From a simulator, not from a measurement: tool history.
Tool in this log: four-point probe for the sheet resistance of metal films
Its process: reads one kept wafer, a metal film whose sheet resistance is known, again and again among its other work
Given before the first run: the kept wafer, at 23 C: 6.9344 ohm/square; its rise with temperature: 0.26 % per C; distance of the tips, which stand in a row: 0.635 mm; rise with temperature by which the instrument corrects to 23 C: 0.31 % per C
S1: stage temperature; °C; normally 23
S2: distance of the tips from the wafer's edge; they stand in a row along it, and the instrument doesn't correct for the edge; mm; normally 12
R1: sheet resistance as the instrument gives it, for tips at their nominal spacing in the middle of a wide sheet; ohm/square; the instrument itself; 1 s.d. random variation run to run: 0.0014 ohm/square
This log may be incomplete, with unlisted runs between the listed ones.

| run | hour | S1 | S2 | R1 |
|---|---|---|---|---|
| 1 | 0 | 23 | 12 | 6.94482 |
| 2 | 32.1 | 23 | 28 | 6.938033 |
| 3 | 75.8 | 23 | 28 | 6.937438 |
| 4 | 104.7 | 23 | 28 | 6.93618 |
| 5 | 143.9 | 23 | 28 | 6.936992 |
| 6 | 175.4 | 23 | 28 | 6.937934 |
| 7 | 214.3 | 23 | 28 | 6.934065 |
| 8 | 270 | 23 | 28 | 6.934813 |
| 9 | 329.9 | 33 | 14 | 6.903396 |
| 10 | 367 | 27 | 8 | 6.94526 |
| 11 | 405.8 | 31 | 4 | 6.997716 |
| 12 | 436.9 | 21 | 3 | 7.108126 |
| 13 | 470.7 | 21 | 3 | 7.105129 |

Each row is a separate what-if for the run after 13, all from the same tool condition, not one after another. Results?
| A | 495.6 | 18 | 30 | ? |
| B | 495.6 | 31 | 7 | ? |
| C | 495.6 | 27 | 46 | ? |
| D | 495.6 | 27 | 31 | ? |

| run | R1 |
|---|---|
| A | 6.956526 |
| B | 6.93572 |
| C | 6.921033 |
| D | 6.921572 |
Take away the tool's hidden state, keep each run's random variation, and the runs would have read:
| run | R1 |
|---|---|
| A | 6.955987 |
| B | 6.93518 |
| C | 6.920495 |
| D | 6.921034 |
